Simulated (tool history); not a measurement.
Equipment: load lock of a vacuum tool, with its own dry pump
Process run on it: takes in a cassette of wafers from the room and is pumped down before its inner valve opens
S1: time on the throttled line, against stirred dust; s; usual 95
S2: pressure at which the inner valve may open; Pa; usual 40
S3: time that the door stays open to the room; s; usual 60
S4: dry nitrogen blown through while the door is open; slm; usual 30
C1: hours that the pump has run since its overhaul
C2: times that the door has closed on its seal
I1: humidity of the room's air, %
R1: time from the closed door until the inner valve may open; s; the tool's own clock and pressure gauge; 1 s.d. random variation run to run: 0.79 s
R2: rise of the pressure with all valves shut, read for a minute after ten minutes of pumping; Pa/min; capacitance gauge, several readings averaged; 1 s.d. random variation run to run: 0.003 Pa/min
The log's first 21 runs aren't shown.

run      day   S1  S2   S3  S4    C1     C2    I1     R1     R2
 22  151.217  185  32   45  13  4346  29273  43.7  205.1  0.315
 23  156.212   52  40  196  30  4466  29834  47.8   82.4  0.371
 24  163.479  185  28  196  30  4640  30650  46.7  206.9  0.380
 25  167.733  185  28   74  30  4742  31128  47.4  205.4  0.346
 26  174.154  185  28   74  30  4896  31848  44.7  207.0  0.357
 27  182.033  185  28   74  30  5085  32733  46.6  206.9  0.374
 28  185.892   93  46   52   8  5178  33166  42.7  120.8  0.384
 29  191.279   49  48  110  10  5307  33771  41.2   79.9  0.414
 30  196.233   49  48  110  10  5426  34328  45.4   79.4  0.422
 31  200.979   49  45  110   5  5540  34861  48.2   79.7  0.459
 32  207.667   49  45  110   5  5701  35612  45.3   79.5  0.460
 33  214.904   61  66   31  25  5874  36425  45.6   88.7  0.418
 34  221.879   61  66   31  25  6042  37208  45.9   88.1  0.427
 35  229.242   61  66   31  25  6219  38035  49.1   89.5  0.446
 36  238.204   95  47   51  30  6434  39041  44.3  122.7  0.469
 37  244.575  159  45   25  30  6587  39757  44.0  179.0  0.471
 38  249.133  134  40   60  20  6696  40268  43.4  158.9  0.509

3 options for the next run, each taken on its own from the tool as it stands now. Forecast them:
  A  254.721  183  43  80  30  6830  40896  41.7   ?   ?
  B  254.721  134  80  60   8  6830  40896  46.7   ?   ?
  C  254.721  128  73  60  30  6830  40896  44.8   ?   ?

run     R1     R2
  A  203.2  0.509
  B  156.3  0.517
  C  149.6  0.500
Without the tool's unlogged condition, the same runs would have read:
run     R1     R2
  A  202.2  0.039
  B  155.2  0.050
  C  148.5  0.033
